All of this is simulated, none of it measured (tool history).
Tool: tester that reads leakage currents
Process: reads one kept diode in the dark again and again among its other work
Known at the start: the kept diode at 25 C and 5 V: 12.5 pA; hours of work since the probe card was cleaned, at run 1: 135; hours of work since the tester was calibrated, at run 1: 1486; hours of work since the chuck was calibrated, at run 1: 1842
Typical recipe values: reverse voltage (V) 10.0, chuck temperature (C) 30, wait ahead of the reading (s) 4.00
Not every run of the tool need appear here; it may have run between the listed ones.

run,hour,reverse voltage (V),chuck temperature (C),wait ahead of the reading (s),hours of work since the probe card was cleaned,hours of work since the tester was calibrated,hours of work since the chuck was calibrated,current that the tester gives (pA)
1,0.0,10.0,30,4.00,135,1486,1842,22.61
2,84.5,10.0,30,4.00,198,1549,1905,22.59
3,219.2,3.6,30,4.00,299,1650,2006,15.17
4,292.9,3.6,30,4.00,354,1705,2061,15.09
5,424.8,10.0,30,4.00,452,1803,2159,22.45
# hour 582.0: chuck's temperature calibrated
6,582.0,10.0,30,4.00,567,1919,0,26.48
7,685.5,10.0,30,4.00,645,1996,77,26.48
8,846.3,10.0,30,4.00,764,2116,197,26.25
9,919.3,10.0,30,4.00,819,2170,251,26.33
10,1091.4,10.0,30,4.00,947,2298,379,26.33
11,1262.3,10.0,55,4.00,1074,2425,507,165.45
12,1428.3,10.0,55,4.00,1198,2549,631,163.50
13,1597.0,3.9,30,4.00,1324,2675,756,17.73
# hour 1682.5: tester calibrated
14,1700.8,3.9,30,4.00,1399,14,832,17.30
# hour 1712.8: probe card cleaned and baked
15,1805.3,10.0,59,4.00,69,89,908,207.99
16,1878.2,10.0,59,4.00,123,144,962,208.13
17,1981.9,10.0,59,4.00,201,221,1039,207.48
18,2054.5,10.0,59,4.00,255,275,1093,206.09
19,2203.6,10.0,30,4.00,366,386,1204,25.67
20,2336.8,10.0,30,4.00,465,485,1304,25.46
# hour 2364.6: probe card cleaned and baked, once more
21,2442.0,6.8,33,4.00,58,561,1380,25.15
22,2601.3,2.2,30,4.00,176,680,1498,12.88
23,2732.9,2.2,30,1.39,274,778,1597,13.15
24,2843.4,11.8,53,4.00,357,861,1679,138.11
25,2920.7,11.8,53,4.00,414,918,1736,137.87
26,3043.4,10.0,48,2.80,506,1009,1828,90.40
27,3152.5,4.7,30,2.02,587,1091,1909,17.28
28,3307.3,4.7,30,2.02,702,1206,2025,17.23
29,3450.1,4.7,30,2.02,809,1312,2131,17.24
30,3560.9,14.1,30,3.03,891,1395,2213,26.70
# hour 3647.6: chuck's temperature calibrated
31,3697.0,14.1,30,3.03,991,1495,37,31.63
32,3820.4,10.0,30,5.35,1083,1587,129,26.61
33,3990.6,1.1,49,5.35,1210,1714,256,48.79
34,4133.1,1.1,49,5.35,1316,1820,362,48.15
35,4280.3,1.1,49,5.35,1426,1930,471,47.75
36,4424.0,1.0,47,0.81,1533,2037,578,40.27
37,4508.1,1.0,47,0.81,1596,2099,641,39.92
38,4610.5,1.0,47,0.81,1672,2176,717,39.72
39,4729.1,1.0,26,0.97,1760,2264,806,7.82
40,4838.8,10.0,26,4.00,1842,2346,887,19.97

Pick out some run-to-run changes in current that the tester gives (pA). Of each, how much would a tool without hidden state show as well, from the settings, what came in and chance, and how much is left for the hidden state and any gauge scatter not in both results compared?
Hidden state present: stray current of the dirty probe card, pA a volt; current scale over the true one, %; true chuck temperature over the reading, C; drift of the gauge itself on leakage_pa, %.
Run 12 -> 13: reverse voltage (V) 10.0 -> 3.9, chuck temperature (C) 55 -> 30. current that the tester gives (pA) -145.77: hidden state +2.29, all else -148.06.
Run 14 -> 15: reverse voltage (V) 3.9 -> 10.0, chuck temperature (C) 30 -> 59, probe card cleaned and baked. current that the tester gives (pA) +190.69: hidden state -10.70, all else +201.39.
Run 18 -> 19: chuck temperature (C) 59 -> 30. current that the tester gives (pA) -180.42: hidden state +13.25, all else -193.67.
Run 23 -> 24: reverse voltage (V) 2.2 -> 11.8, chuck temperature (C) 30 -> 53, wait ahead of the reading (s) 1.39 -> 4.00. current that the tester gives (pA) +124.96: hidden state -13.82, all else +138.78.
